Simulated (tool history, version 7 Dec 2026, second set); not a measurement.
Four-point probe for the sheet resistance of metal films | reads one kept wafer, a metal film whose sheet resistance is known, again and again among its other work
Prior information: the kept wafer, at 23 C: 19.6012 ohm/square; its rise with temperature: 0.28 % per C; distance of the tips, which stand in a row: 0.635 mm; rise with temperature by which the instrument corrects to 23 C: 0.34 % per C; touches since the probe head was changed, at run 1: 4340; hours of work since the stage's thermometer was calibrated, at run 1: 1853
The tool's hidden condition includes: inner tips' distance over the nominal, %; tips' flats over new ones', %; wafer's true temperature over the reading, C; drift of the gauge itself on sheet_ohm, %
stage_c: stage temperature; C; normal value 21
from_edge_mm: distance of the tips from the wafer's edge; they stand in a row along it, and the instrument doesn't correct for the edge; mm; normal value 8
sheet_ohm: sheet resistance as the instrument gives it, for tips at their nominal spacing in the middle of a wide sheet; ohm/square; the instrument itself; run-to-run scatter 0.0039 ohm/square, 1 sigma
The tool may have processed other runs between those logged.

run,hour,stage_c,from_edge_mm,touches since the probe head was changed,hours of work since the stage's thermometer was calibrated,sheet_ohm
1,0.0,21,8,4340,1853,19.751099
2,8.9,21,8,4486,1859,19.749219
3,17.1,21,8,4619,1864,19.741510
4,29.5,21,8,4821,1871,19.754217
5,44.9,21,8,5072,1881,19.752535
6,53.5,21,59,5214,1886,19.681782
7,65.3,21,59,5406,1894,19.682698
8,78.8,21,59,5626,1902,19.677429
9,90.1,27,13,5812,1909,19.624793
10,100.5,21,5,5980,1916,19.846816
# hour 101.8: stage's thermometer calibrated
11,108.5,21,5,6103,4,19.859778
12,121.0,21,5,6307,12,19.861478
13,131.4,21,5,6477,18,19.856043
# hour 139.3: stage's thermometer calibrated, once more
14,143.1,19,5,6660,2,19.847539

The logged runs with the hidden state left out (each run's random variation unchanged):
run,sheet_ohm
1,19.699420
2,19.697632
3,19.690029
4,19.702842
5,19.701320
6,19.630827
7,19.631876
8,19.626748
9,19.574701
10,19.795931
11,19.796522
12,19.798350
13,19.793041
14,19.823785
